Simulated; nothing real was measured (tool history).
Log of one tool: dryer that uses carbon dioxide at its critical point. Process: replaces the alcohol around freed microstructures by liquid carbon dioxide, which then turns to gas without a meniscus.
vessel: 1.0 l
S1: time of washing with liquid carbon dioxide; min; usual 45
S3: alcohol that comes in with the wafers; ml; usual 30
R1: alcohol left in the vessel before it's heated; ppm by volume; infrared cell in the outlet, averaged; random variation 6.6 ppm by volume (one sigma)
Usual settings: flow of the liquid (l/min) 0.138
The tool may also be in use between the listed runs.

run 1 day=0.000 | S1=45 flow_of_the_liquid_(l/min)=0.138 S3=30 | R1=324
run 2 day=0.342 | S1=45 flow_of_the_liquid_(l/min)=0.138 S3=30 | R1=323
run 3 day=0.583 | S1=45 flow_of_the_liquid_(l/min)=0.138 S3=30 | R1=327
run 4 day=0.800 | S1=45 flow_of_the_liquid_(l/min)=0.138 S3=30 | R1=328
run 5 day=1.200 | S1=45 flow_of_the_liquid_(l/min)=0.138 S3=30 | R1=319
run 6 day=1.558 | S1=45 flow_of_the_liquid_(l/min)=0.191 S3=30 | R1=65
run 7 day=1.846 | S1=41 flow_of_the_liquid_(l/min)=0.138 S3=30 | R1=493
run 8 day=2.225 | S1=41 flow_of_the_liquid_(l/min)=0.138 S3=30 | R1=512
run 9 day=2.629 | S1=45 flow_of_the_liquid_(l/min)=0.138 S3=30 | R1=344
run 10 day=2.992 | S1=45 flow_of_the_liquid_(l/min)=0.138 S3=30 | R1=342
run 11 day=3.383 | S1=45 flow_of_the_liquid_(l/min)=0.138 S3=30 | R1=343
run 12 day=3.800 | S1=45 flow_of_the_liquid_(l/min)=0.108 S3=30 | R1=915
run 13 day=4.238 | S1=45 flow_of_the_liquid_(l/min)=0.108 S3=30 | R1=947
run 14 day=4.696 | S1=45 flow_of_the_liquid_(l/min)=0.108 S3=30 | R1=940
run 15 day=4.958 | S1=45 flow_of_the_liquid_(l/min)=0.108 S3=30 | R1=968
run 16 day=5.425 | S1=45 flow_of_the_liquid_(l/min)=0.108 S3=30 | R1=945
run 17 day=5.725 | S1=45 flow_of_the_liquid_(l/min)=0.108 S3=30 | R1=957
run 18 day=5.946 | S1=45 flow_of_the_liquid_(l/min)=0.138 S3=115 | R1=1325
run 19 day=6.375 | S1=45 flow_of_the_liquid_(l/min)=0.138 S3=115 | R1=1290
run 20 day=6.712 | S1=45 flow_of_the_liquid_(l/min)=0.138 S3=115 | R1=1318
run 21 day=6.900 | S1=45 flow_of_the_liquid_(l/min)=0.138 S3=115 | R1=1331
run 22 day=7.171 | S1=45 flow_of_the_liquid_(l/min)=0.138 S3=115 | R1=1311
run 23 day=7.588 | S1=45 flow_of_the_liquid_(l/min)=0.138 S3=115 | R1=1335
run 24 day=7.817 | S1=29 flow_of_the_liquid_(l/min)=0.133 S3=75 | R1=4609
run 25 day=8.167 | S1=32 flow_of_the_liquid_(l/min)=0.096 S3=26 | R1=3001
run 26 day=8.383 | S1=31 flow_of_the_liquid_(l/min)=0.208 S3=113 | R1=1030
run 27 day=8.679 | S1=39 flow_of_the_liquid_(l/min)=0.104 S3=113 | R1=6553
run 28 day=9.112 | S1=39 flow_of_the_liquid_(l/min)=0.104 S3=113 | R1=6341
run 29 day=9.371 | S1=39 flow_of_the_liquid_(l/min)=0.104 S3=113 | R1=6362
run 30 day=9.575 | S1=45 flow_of_the_liquid_(l/min)=0.187 S3=47 | R1=160
run 31 day=9.971 | S1=49 flow_of_the_liquid_(l/min)=0.223 S3=31 | R1=73
run 32 day=10.425 | S1=49 flow_of_the_liquid_(l/min)=0.223 S3=31 | R1=77
run 33 day=10.858 | S1=49 flow_of_the_liquid_(l/min)=0.223 S3=31 | R1=75
run 34 day=11.292 | S1=40 flow_of_the_liquid_(l/min)=0.138 S3=30 | R1=656
run 35 day=11.762 | S1=40 flow_of_the_liquid_(l/min)=0.138 S3=30 | R1=654
run 36 day=12.038 | S1=36 flow_of_the_liquid_(l/min)=0.136 S3=46 | R1=1439
run 37 day=12.504 | S1=36 flow_of_the_liquid_(l/min)=0.136 S3=46 | R1=1449
run 38 day=12.854 | S1=45 flow_of_the_liquid_(l/min)=0.150 S3=41 | R1=399
run 39 day=13.088 | S1=54 flow_of_the_liquid_(l/min)=0.180 S3=40 | R1=114
run 40 day=13.383 | S1=54 flow_of_the_liquid_(l/min)=0.168 S3=67 | R1=173
run 41 day=13.729 | S1=30 flow_of_the_liquid_(l/min)=0.221 S3=67 | R1=594
run 42 day=14.179 | S1=42 flow_of_the_liquid_(l/min)=0.221 S3=117 | R1=213
run 43 day=14.392 | S1=42 flow_of_the_liquid_(l/min)=0.113 S3=93 | R1=3273

Measured less the same run without the tool's hidden state. The same run-to-run variation is in both; the gauge's scatter may not be:
The hidden state here: flow that reaches the vessel past the clogged filter, %; alcohol in the recycled carbon dioxide, ppm; drift of the gauge itself on alcohol_ppm, %.
run=1 R1=+39
run=2 R1=+41
run=3 R1=+44
run=4 R1=+45
run=5 R1=+46
run=6 R1=+25
run=7 R1=+66
run=8 R1=+70
run=9 R1=+59
run=10 R1=+61
run=11 R1=+63
run=12 R1=+114
run=13 R1=+120
run=14 R1=+125
run=15 R1=+129
run=16 R1=+131
run=17 R1=+135
run=18 R1=+217
run=19 R1=+217
run=20 R1=+226
run=21 R1=+230
run=22 R1=+230
run=23 R1=+241
run=24 R1=+494
run=25 R1=+281
run=26 R1=+213
run=27 R1=+739
run=28 R1=+733
run=29 R1=+744
run=30 R1=+76
run=31 R1=+59
run=32 R1=+60
run=33 R1=+63
run=34 R1=+158
run=35 R1=+162
run=36 R1=+270
run=37 R1=+277
run=38 R1=+137
run=39 R1=+82
run=40 R1=+98
run=41 R1=+183
run=42 R1=+112
run=43 R1=+576
